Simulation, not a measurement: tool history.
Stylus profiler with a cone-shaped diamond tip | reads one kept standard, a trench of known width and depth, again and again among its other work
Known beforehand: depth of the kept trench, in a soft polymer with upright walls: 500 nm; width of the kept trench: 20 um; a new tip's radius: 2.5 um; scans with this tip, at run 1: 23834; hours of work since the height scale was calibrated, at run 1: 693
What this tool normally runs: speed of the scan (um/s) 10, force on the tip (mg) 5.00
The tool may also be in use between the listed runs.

run	hour	speed of the scan (um/s)	force on the tip (mg)	scans with this tip	hours of work since the height scale was calibrated	depth of the trench (nm)	width of the trench's floor (µm)
1	0.0	10	5.00	23834	693	506.07	15.41
2	58.6	10	5.00	24127	728	506.09	15.42
3	160.1	10	5.00	24634	790	506.11	15.40
4	225.6	10	5.00	24961	830	506.11	15.35
5	313.3	36	5.00	25400	884	506.28	15.21
# hour 322.3: height scale calibrated on a step standard
6	413.9	2	1.80	25901	56	504.30	15.30
7	533.0	5	1.80	26495	129	504.39	15.27
8	601.8	4	8.90	26839	171	509.56	15.27
# hour 639.2: new tip fitted, height scale calibrated
9	682.5	7	2.10	216	26	503.35	16.89
10	786.2	38	9.48	735	90	507.91	16.76

Below are 3 alternative next runs, each starting from the tool's condition after run 10. Predict each:
A	914.6	10	4.06	1376	168	?	?
B	914.6	7	3.36	1376	168	?	?
C	914.6	8	10.49	1376	168	?	?

run	depth of the trench (nm)	width of the trench's floor (µm)
A	504.74	16.74
B	504.19	16.77
C	508.46	16.89
Take away the tool's hidden state, keep each run's random variation, and the runs would have read:
run	depth of the trench (nm)	width of the trench's floor (µm)
A	504.58	16.91
B	504.04	16.93
C	508.31	17.05

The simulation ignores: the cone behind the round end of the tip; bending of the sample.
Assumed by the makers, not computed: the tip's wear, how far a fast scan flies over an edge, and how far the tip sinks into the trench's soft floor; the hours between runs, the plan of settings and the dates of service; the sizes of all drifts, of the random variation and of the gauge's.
